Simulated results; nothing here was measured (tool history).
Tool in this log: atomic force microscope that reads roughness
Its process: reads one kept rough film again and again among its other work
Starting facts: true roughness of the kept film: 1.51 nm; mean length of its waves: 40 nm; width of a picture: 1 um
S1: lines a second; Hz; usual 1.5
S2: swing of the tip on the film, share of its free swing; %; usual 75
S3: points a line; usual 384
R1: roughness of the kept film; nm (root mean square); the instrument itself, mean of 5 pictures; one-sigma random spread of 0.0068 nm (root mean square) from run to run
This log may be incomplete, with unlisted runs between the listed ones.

| run | day | S1 | S2 | S3 | R1 |
|---|---|---|---|---|---|
| 1 | 0 | 1.5 | 75 | 384 | 1.354 |
| 2 | 0.808 | 1.5 | 75 | 384 | 1.34 |
| 3 | 2.117 | 1.5 | 75 | 384 | 1.338 |
|  | 2.896 | new tip fitted |
| 4 | 3.071 | 1.5 | 75 | 384 | 1.38 |
| 5 | 4.317 | 1.5 | 75 | 348 | 1.357 |
| 6 | 4.95 | 1.19 | 75 | 348 | 1.347 |
| 7 | 6.017 | 1.19 | 75 | 348 | 1.339 |
|  | 6.254 | new tip fitted |
| 8 | 6.867 | 1.19 | 75 | 348 | 1.372 |
| 9 | 7.883 | 1.5 | 75 | 384 | 1.33 |
| 10 | 8.5 | 1.5 | 75 | 384 | 1.332 |
| 11 | 9.429 | 1.5 | 75 | 919 | 1.317 |
|  | 9.558 | new tip fitted |
| 12 | 10.017 | 1.5 | 75 | 384 | 1.368 |
| 13 | 11.254 | 1.5 | 75 | 384 | 1.34 |
| 14 | 12.35 | 1.5 | 59 | 384 | 1.389 |
|  | 12.938 | new tip fitted |
| 15 | 13.321 | 1.5 | 59 | 384 | 1.41 |
| 16 | 14.15 | 1.5 | 68 | 384 | 1.379 |
| 17 | 15.067 | 1.5 | 68 | 384 | 1.371 |
| 18 | 15.712 | 1.5 | 75 | 524 | 1.318 |
|  | 16.3 | new tip fitted |
| 19 | 16.3 | 1.5 | 75 | 524 | 1.366 |
| 20 | 17.571 | 1.5 | 75 | 352 | 1.349 |
| 21 | 18.471 | 1.5 | 75 | 384 | 1.32 |
|  | 19.662 | new tip fitted |
| 22 | 19.692 | 1.5 | 81 | 384 | 1.324 |
| 23 | 20.533 | 1.5 | 81 | 384 | 1.321 |
| 24 | 21.642 | 1.5 | 81 | 384 | 1.305 |
| 25 | 22.85 | 1.5 | 81 | 384 | 1.277 |
|  | 22.988 | new tip fitted |
| 26 | 23.979 | 1.5 | 75 | 384 | 1.353 |
| 27 | 24.638 | 2.47 | 60 | 384 | 1.364 |
| 28 | 25.183 | 2.47 | 60 | 384 | 1.362 |
| 29 | 25.933 | 1.05 | 71 | 944 | 1.365 |
|  | 26.346 | new tip fitted |
| 30 | 26.604 | 2 | 67 | 873 | 1.39 |
| 31 | 27.288 | 3.01 | 59 | 520 | 1.375 |
| 32 | 28.042 | 3.01 | 59 | 520 | 1.358 |
| 33 | 28.867 | 2.89 | 67 | 520 | 1.305 |
| 34 | 29.5 | 1.75 | 69 | 645 | 1.343 |
|  | 29.688 | new tip fitted |
| 35 | 30.783 | 1.51 | 77 | 593 | 1.336 |
| 36 | 32.004 | 1.51 | 65 | 714 | 1.386 |
| 37 | 32.75 | 0.87 | 60 | 595 | 1.388 |
|  | 33.083 | new tip fitted |
| 38 | 34.083 | 2.43 | 77 | 384 | 1.271 |
| 39 | 34.904 | 3.66 | 75 | 384 | 1.219 |
| 40 | 35.538 | 3.66 | 75 | 384 | 1.195 |
|  | 36.45 | new tip fitted |
| 41 | 36.879 | 3.39 | 75 | 261 | 1.24 |
| 42 | 37.483 | 0.94 | 75 | 621 | 1.378 |
| 43 | 38.708 | 1.53 | 56 | 621 | 1.38 |
| 44 | 39.296 | 2.03 | 67 | 463 | 1.339 |
|  | 39.767 | new tip fitted |
| 45 | 40.075 | 1.5 | 57 | 384 | 1.436 |
| 46 | 41.179 | 1.5 | 57 | 384 | 1.41 |
| 47 | 42.408 | 1.08 | 57 | 428 | 1.401 |
|  | 43.104 | new tip fitted |
| 48 | 43.104 | 1.5 | 75 | 860 | 1.363 |
| 49 | 43.967 | 1.5 | 75 | 860 | 1.344 |
| 50 | 45.208 | 0.76 | 75 | 423 | 1.382 |
| 51 | 45.775 | 1.5 | 65 | 384 | 1.352 |
|  | 46.5 | new tip fitted |
| 52 | 46.7 | 1.5 | 65 | 384 | 1.404 |

Alternative continuations, all from the tool just after run 52; predict every row:
| A | 47.871 | 2.78 | 75 | 384 | ? |
| B | 47.871 | 1.71 | 65 | 969 | ? |
| C | 47.871 | 2.55 | 88 | 759 | ? |
| D | 47.871 | 1.5 | 70 | 522 | ? |

| run | R1 |
|---|---|
| A | 1.256 |
| B | 1.374 |
| C | 1.159 |
| D | 1.373 |
The same runs, with their run-to-run variation unchanged, on a tool lacking any hidden condition would have given:
| run | R1 |
|---|---|
| A | 1.286 |
| B | 1.408 |
| C | 1.187 |
| D | 1.406 |

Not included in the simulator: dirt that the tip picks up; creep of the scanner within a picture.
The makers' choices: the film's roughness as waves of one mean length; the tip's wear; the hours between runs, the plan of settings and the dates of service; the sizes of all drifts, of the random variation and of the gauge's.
